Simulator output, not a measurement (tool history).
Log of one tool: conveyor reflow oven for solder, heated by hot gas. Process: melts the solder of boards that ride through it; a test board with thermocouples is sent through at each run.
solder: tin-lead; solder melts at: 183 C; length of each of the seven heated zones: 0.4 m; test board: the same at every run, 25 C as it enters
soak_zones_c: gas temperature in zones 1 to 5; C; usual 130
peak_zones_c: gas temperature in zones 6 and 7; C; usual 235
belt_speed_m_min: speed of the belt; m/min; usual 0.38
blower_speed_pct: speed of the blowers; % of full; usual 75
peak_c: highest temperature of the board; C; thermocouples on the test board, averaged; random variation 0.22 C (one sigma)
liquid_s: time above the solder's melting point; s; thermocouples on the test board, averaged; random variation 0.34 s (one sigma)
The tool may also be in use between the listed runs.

run,day,soak_zones_c,peak_zones_c,belt_speed_m_min,blower_speed_pct,peak_c,liquid_s
1,0,130,235,0.38,75,221,96.3
2,3.621,130,235,0.38,75,221.1,96.3
# day 6.554: flux residue cleaned out of gas plates and filters
3,7.425,130,235,0.38,75,221,96.2
# day 10.367: belt drive overhauled, speed set with a stopwatch
4,10.95,130,235,0.38,75,220.9,95.9
5,14.492,130,235,0.38,75,220.9,95.2
6,18.533,130,235,0.38,75,221.2,95.9
7,20.788,130,235,0.38,75,220.3,96.4
8,24.204,130,235,0.38,69,219,92.8
# day 27.917: thermocouples of zones 6 and 7 changed
9,28.3,130,235,0.394,69,218.1,87.9
10,30.396,140,234,0.338,86,226.6,120.9
# day 31.067: flux residue cleaned out of gas plates and filters
11,33.379,130,234,0.38,65,217.2,90.3
12,36.417,130,250,0.38,75,234.6,109.4
13,39.333,138,245,0.319,75,235.8,135.3
14,42.846,130,234,0.32,66,222.1,117.4
15,44.871,130,249,0.355,75,235.7,118

Forecast each of these 3 alternatives for the next run:
# day 48.5: belt drive overhauled, speed set with a stopwatch
A,48.529,133,236,0.38,75,?,?
# day 48.5: belt drive overhauled, speed set with a stopwatch
B,48.529,130,249,0.355,75,?,?
# day 48.5: belt drive overhauled, speed set with a stopwatch
C,48.529,138,249,0.355,81,?,?

run,peak_c,liquid_s
A,221.8,99.3
B,235.8,117.7
C,238.2,123.5
Without the tool's hidden state the same runs would have given:
run,peak_c,liquid_s
A,221.9,99.4
B,235.9,117.8
C,238.3,123.5
